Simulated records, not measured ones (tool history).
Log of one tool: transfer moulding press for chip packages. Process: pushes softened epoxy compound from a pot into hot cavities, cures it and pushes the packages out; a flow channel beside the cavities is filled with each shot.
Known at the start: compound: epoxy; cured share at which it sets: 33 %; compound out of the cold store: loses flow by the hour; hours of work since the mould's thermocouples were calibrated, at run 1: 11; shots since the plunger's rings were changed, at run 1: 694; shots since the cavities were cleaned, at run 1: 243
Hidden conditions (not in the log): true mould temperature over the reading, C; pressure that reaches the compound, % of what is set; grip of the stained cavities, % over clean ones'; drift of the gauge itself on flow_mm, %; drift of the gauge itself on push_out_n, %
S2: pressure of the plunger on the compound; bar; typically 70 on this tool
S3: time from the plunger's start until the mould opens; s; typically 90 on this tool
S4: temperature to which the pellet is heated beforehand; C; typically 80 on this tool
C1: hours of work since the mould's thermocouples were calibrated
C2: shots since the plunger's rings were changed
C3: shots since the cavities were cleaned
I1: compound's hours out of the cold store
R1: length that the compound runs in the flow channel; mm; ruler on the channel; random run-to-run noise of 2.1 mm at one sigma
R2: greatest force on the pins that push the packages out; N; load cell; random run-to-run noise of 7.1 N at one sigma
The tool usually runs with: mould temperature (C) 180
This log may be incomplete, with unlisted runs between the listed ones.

Run 1, day 0: usual settings; C1 11; C2 694; C3 243; I1 44.4. Result: R1 838 mm, R2 473 N.
Run 2, day 0.708: usual settings; C1 19; C2 860; C3 409; I1 24.6. Result: R1 892 mm, R2 517 N.
At day 0.858: cavities cleaned with cleaning compound and waxed.
Run 3, day 1.217: usual settings; C1 24; C2 966; C3 85; I1 20.7. Result: R1 901 mm, R2 461 N.
Run 4, day 2.021: usual settings but S4 70 C; C1 33; C2 1155; C3 274; I1 29.8. Result: R1 871 mm, R2 516 N.
Run 5, day 2.4: usual settings; C1 37; C2 1245; C3 364; I1 33.7. Result: R1 857 mm, R2 516 N.
At day 2.75: cavities cleaned with cleaning compound and waxed.
Run 6, day 3.038: usual settings; C1 44; C2 1380; C3 67; I1 25.4. Result: R1 880 mm, R2 452 N.
Run 7, day 3.821: usual settings but mould temperature (C) 178; C1 53; C2 1565; C3 252; I1 15.4. Result: R1 916 mm, R2 550 N.
Run 8, day 4.388: usual settings but mould temperature (C) 173, S2 71.6 bar; C1 59; C2 1698; C3 385; I1 34.5. Result: R1 878 mm, R2 756 N.
At day 4.625: cavities cleaned with cleaning compound and waxed.
Run 9, day 5.075: usual settings but mould temperature (C) 179, S2 57.4 bar, S3 126 s, S4 82 C; C1 66; C2 1846; C3 107; I1 45.3. Result: R1 746 mm, R2 395 N.
Run 10, day 5.788: usual settings but mould temperature (C) 179, S2 57.4 bar, S3 126 s, S4 82 C; C1 74; C2 2013; C3 274; I1 36.2. Result: R1 765 mm, R2 416 N.
Run 11, day 6.262: usual settings but mould temperature (C) 177, S2 62.2 bar, S3 80 s, S4 87 C; C1 79; C2 2126; C3 387; I1 30.4. Result: R1 815 mm, R2 718 N.
At day 6.512: cavities cleaned with cleaning compound and waxed.
Run 12, day 7.062: usual settings but mould temperature (C) 177, S2 62.2 bar, S3 80 s, S4 87 C; C1 87; C2 2300; C3 130; I1 39.2. Result: R1 790 mm, R2 653 N.

What if the next run were any one of these 3? Each begins from the tool's condition after run 12:
Run A, day 7.942: usual settings but mould temperature (C) 185, S3 73 s; C1 97; C2 2506; C3 336; I1 44.7. Result: R1 ?, R2 ?.
Run B, day 7.942: usual settings but mould temperature (C) 173, S2 83 bar, S3 93 s, S4 87 C; C1 97; C2 2506; C3 336; I1 20.3. Result: R1 ?, R2 ?.
Run C, day 7.942: usual settings but S3 123 s, S4 89 C; C1 97; C2 2506; C3 336; I1 35.7. Result: R1 ?, R2 ?.

run   R1   R2
  A  804  562
  B  983  693
  C  832  425
The same runs, with their run-to-run variation unchanged, on a tool lacking any hidden condition would have given:
run    R1   R2
  A   840  473
  B  1027  586
  C   870  357
